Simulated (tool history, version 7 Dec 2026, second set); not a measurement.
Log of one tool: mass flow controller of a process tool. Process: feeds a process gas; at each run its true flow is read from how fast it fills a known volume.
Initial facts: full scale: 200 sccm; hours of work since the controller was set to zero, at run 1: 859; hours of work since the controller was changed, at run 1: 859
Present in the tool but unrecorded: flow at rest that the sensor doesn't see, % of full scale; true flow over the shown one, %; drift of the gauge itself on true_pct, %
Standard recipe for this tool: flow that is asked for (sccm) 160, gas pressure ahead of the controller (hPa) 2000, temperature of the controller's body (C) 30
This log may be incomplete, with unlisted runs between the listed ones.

run,hour,flow that is asked for (sccm),gas pressure ahead of the controller (hPa),temperature of the controller's body (C),hours of work since the controller was set to zero,hours of work since the controller was changed,true flow (%)
1,0.0,160,2000,30,859,859,100.18
2,138.2,160,2000,30,934,934,99.97
3,271.9,160,2620,30,1007,1007,100.32
4,459.0,160,2620,30,1110,1110,100.15
5,576.1,160,2620,30,1174,1174,100.11
6,713.0,160,2620,30,1248,1248,99.95
7,796.6,160,2620,30,1294,1294,99.94
8,891.5,35,2620,26,1346,1346,98.92
9,1025.8,43,2000,31,1419,1419,98.91
10,1124.2,152,2000,20,1473,1473,98.48

Predict each of these 4 candidate next runs independently; none follows another, all start after run 10:
A,1298.9,152,2240,20,1568,1568,?
B,1298.9,94,1600,36,1568,1568,?
C,1298.9,135,2640,20,1568,1568,?
D,1298.9,152,1560,20,1568,1568,?

run,true flow (%)
A,98.60
B,99.01
C,98.73
D,98.14
Had the tool no hidden state, the same runs would have come out as:
run,true flow (%)
A,99.60
B,100.02
C,99.73
D,99.13
